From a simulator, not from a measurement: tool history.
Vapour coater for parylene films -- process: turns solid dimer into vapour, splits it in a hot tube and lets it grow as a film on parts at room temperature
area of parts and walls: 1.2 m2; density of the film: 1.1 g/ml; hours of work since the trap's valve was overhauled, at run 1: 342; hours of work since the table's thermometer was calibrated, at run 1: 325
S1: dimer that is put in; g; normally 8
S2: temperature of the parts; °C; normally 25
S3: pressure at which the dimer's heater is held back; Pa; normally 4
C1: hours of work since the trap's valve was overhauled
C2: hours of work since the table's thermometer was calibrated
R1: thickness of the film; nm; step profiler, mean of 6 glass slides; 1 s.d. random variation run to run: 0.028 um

run	hour	S1	S2	S3	C1	C2	R1
1	0	8	25	4	342	325	3840
2	7.8	10	25	4	348	332	4740
3	15.3	8	25	4	354	337	3770
4	30.4	8	25	4	366	349	3820
5	40	8	25	4	373	357	3800
6	48.7	8	25	4	380	364	3790
7	60.1	8	25	4	389	373	3800
8	71.8	8	25	6.97	399	382	3470
9	80.2	8	25	4	405	389	3780
10	88.8	13	25	4	412	396	6140
11	99.6	13	25	4	421	404	6190
12	105.8	8	25	4	426	409	3850
13	120.1	8	25	4	437	421	3830
14	133.3	8	25	4	447	431	3760
15	148.7	7	27	4	460	443	3180
16	161.3	7	27	4	470	453	3180
17	168.6	8	36	4.04	475	459	3110
18	180.8	10	18	3.14	485	469	5610
19	188.8	10	18	3.14	492	475	5610
20	195.7	8	23	4.44	497	480	3840
21	205.2	8	23	4.44	504	488	3820
22	217.5	8	23	4.44	514	498	3820
# hour 222.8: trap's valve overhauled
23	228	8	23	4.44	4	503	3980
24	241.6	8	25	4	15	514	3980
25	252.7	4	25	4	24	523	2000
26	267	10	19	5.15	35	534	5260
27	282.3	10	19	5.15	47	546	5280
28	295.8	10	19	5.15	58	557	5300

Predict each of these 5 candidate next runs independently; none follows another, all start after run 28:
A	305	5	25	4	65	564	?
B	305	10	35	5.15	65	564	?
C	305	3	18	4.91	65	564	?
D	305	3	19	5.15	65	564	?
E	305	8	18	4	65	564	?

run	R1
A	2470
B	3900
C	1600
D	1560
E	4490
Take away the tool's hidden state, keep each run's random variation, and the runs would have read:
run	R1
A	2490
B	3930
C	1610
D	1570
E	4520
